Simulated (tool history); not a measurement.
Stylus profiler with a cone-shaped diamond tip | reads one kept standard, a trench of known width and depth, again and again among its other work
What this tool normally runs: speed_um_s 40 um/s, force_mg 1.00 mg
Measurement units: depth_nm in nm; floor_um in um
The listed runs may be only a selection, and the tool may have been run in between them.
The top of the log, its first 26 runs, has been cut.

{"run": 27, "hour": 2021.7, "speed_um_s": 122, "force_mg": 1.04, "depth_nm": 502.35, "floor_um": 45.4}
{"run": 28, "hour": 2114.5, "speed_um_s": 122, "force_mg": 1.04, "depth_nm": 502.46, "floor_um": 45.38}
{"run": 29, "hour": 2213.0, "speed_um_s": 32, "force_mg": 1.04, "depth_nm": 502.61, "floor_um": 45.82}
{"run": 30, "hour": 2271.7, "speed_um_s": 13, "force_mg": 1.04, "depth_nm": 502.51, "floor_um": 45.82}
{"run": 31, "hour": 2369.9, "speed_um_s": 128, "force_mg": 0.58, "depth_nm": 502.17, "floor_um": 45.06}
{"run": 32, "hour": 2428.9, "speed_um_s": 55, "force_mg": 1.05, "depth_nm": 502.88, "floor_um": 45.52}
{"run": 33, "hour": 2533.2, "speed_um_s": 11, "force_mg": 0.61, "depth_nm": 502.58, "floor_um": 45.64}
{"run": 34, "hour": 2633.6, "speed_um_s": 13, "force_mg": 1.48, "depth_nm": 503.57, "floor_um": 45.66}
{"run": 35, "hour": 2691.5, "speed_um_s": 40, "force_mg": 0.42, "depth_nm": 502.55, "floor_um": 45.4}
{"run": 36, "hour": 2760.4, "speed_um_s": 40, "force_mg": 0.42, "depth_nm": 502.4, "floor_um": 45.34}
{"run": 37, "hour": 2835.1, "speed_um_s": 40, "force_mg": 2.57, "depth_nm": 504.62, "floor_um": 45.51}
{"run": 38, "hour": 2929.0, "speed_um_s": 38, "force_mg": 0.88, "depth_nm": 503.49, "floor_um": 45.39}
{"run": 39, "hour": 2991.6, "speed_um_s": 114, "force_mg": 0.88, "depth_nm": 503.62, "floor_um": 45.01}
{"run": 40, "hour": 3078.0, "speed_um_s": 43, "force_mg": 2.17, "depth_nm": 505.04, "floor_um": 45.41}
{"run": 41, "hour": 3161.6, "speed_um_s": 43, "force_mg": 2.17, "depth_nm": 505.19, "floor_um": 45.31}
{"run": 42, "hour": 3235.9, "speed_um_s": 80, "force_mg": 0.52, "depth_nm": 503.6, "floor_um": 44.95}
{"run": 43, "hour": 3304.8, "speed_um_s": 80, "force_mg": 0.52, "depth_nm": 504.03, "floor_um": 44.94}
{"run": 44, "hour": 3391.5, "speed_um_s": 26, "force_mg": 1.0, "depth_nm": 504.58, "floor_um": 45.23}
{"run": 45, "hour": 3450.2, "speed_um_s": 67, "force_mg": 2.16, "depth_nm": 505.54, "floor_um": 45.16}
{"run": 46, "hour": 3505.0, "speed_um_s": 73, "force_mg": 1.7, "depth_nm": 505.19, "floor_um": 45.08}

What if the next run were any one of these 3? Each begins from the tool's condition after run 46:
{"run": "A", "hour": 3572.1, "speed_um_s": 145, "force_mg": 1.0, "depth_nm": "?", "floor_um": "?"}
{"run": "B", "hour": 3572.1, "speed_um_s": 87, "force_mg": 1.87, "depth_nm": "?", "floor_um": "?"}
{"run": "C", "hour": 3572.1, "speed_um_s": 32, "force_mg": 2.95, "depth_nm": "?", "floor_um": "?"}

run=A depth_nm=504.65 floor_um=44.61
run=B depth_nm=505.46 floor_um=45.04
run=C depth_nm=506.16 floor_um=45.22
Stripped of hidden state, with their random variation kept, the same runs would have yielded:
run=A depth_nm=501.35 floor_um=46.65
run=B depth_nm=502.15 floor_um=47.08
run=C depth_nm=502.85 floor_um=47.25
